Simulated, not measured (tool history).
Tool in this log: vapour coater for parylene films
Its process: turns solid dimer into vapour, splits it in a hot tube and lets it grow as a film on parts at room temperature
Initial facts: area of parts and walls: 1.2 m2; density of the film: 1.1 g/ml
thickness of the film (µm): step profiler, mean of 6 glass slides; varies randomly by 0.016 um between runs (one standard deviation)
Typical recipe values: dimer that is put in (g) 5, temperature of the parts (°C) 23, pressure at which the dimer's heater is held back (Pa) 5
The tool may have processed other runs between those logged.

run,day,dimer that is put in (g),temperature of the parts (°C),pressure at which the dimer's heater is held back (Pa),thickness of the film (µm)
1,0,5,23,5,2.45
2,1.65,5,23,5,2.45
3,4.454,5,23,5,2.42
4,7.429,5,23,5,2.57
5,9.904,5,23,5,2.52
6,13.396,5,17,5,3.24
7,16.596,5,23,5,2.51
8,19.375,5,23,5,2.5
9,21.467,5,23,5,2.49
10,23.608,5,23,5,2.46
11,26.2,5,23,5,2.47
12,29.275,5,23,5,2.48
13,32.604,5,23,5,2.44
14,35.388,6,19,7.56,3.24
15,37.596,6,19,7.56,3.2
16,39.308,7,24,5,3.21
17,42.221,7,24,5,3.23
18,44.183,7,24,5,3.21
19,47.117,7,17,2.67,4.84

Missing from the log above: 1 entry noted between runs. For each, name the pair of listed runs it sits between and say how the tool's hidden condition differs from the listed run just before to the listed run just after:
Between runs 3 and 4: trap's valve overhauled (day 4.867)
  vapour lost through the trap's worn valve, %: 5.3 -> 0.3; true temperature of the parts over the reading, C: 0.22 -> 0.26
  measured result minus the result with no hidden state, thickness of the film (µm): -0.17 -> -0.04

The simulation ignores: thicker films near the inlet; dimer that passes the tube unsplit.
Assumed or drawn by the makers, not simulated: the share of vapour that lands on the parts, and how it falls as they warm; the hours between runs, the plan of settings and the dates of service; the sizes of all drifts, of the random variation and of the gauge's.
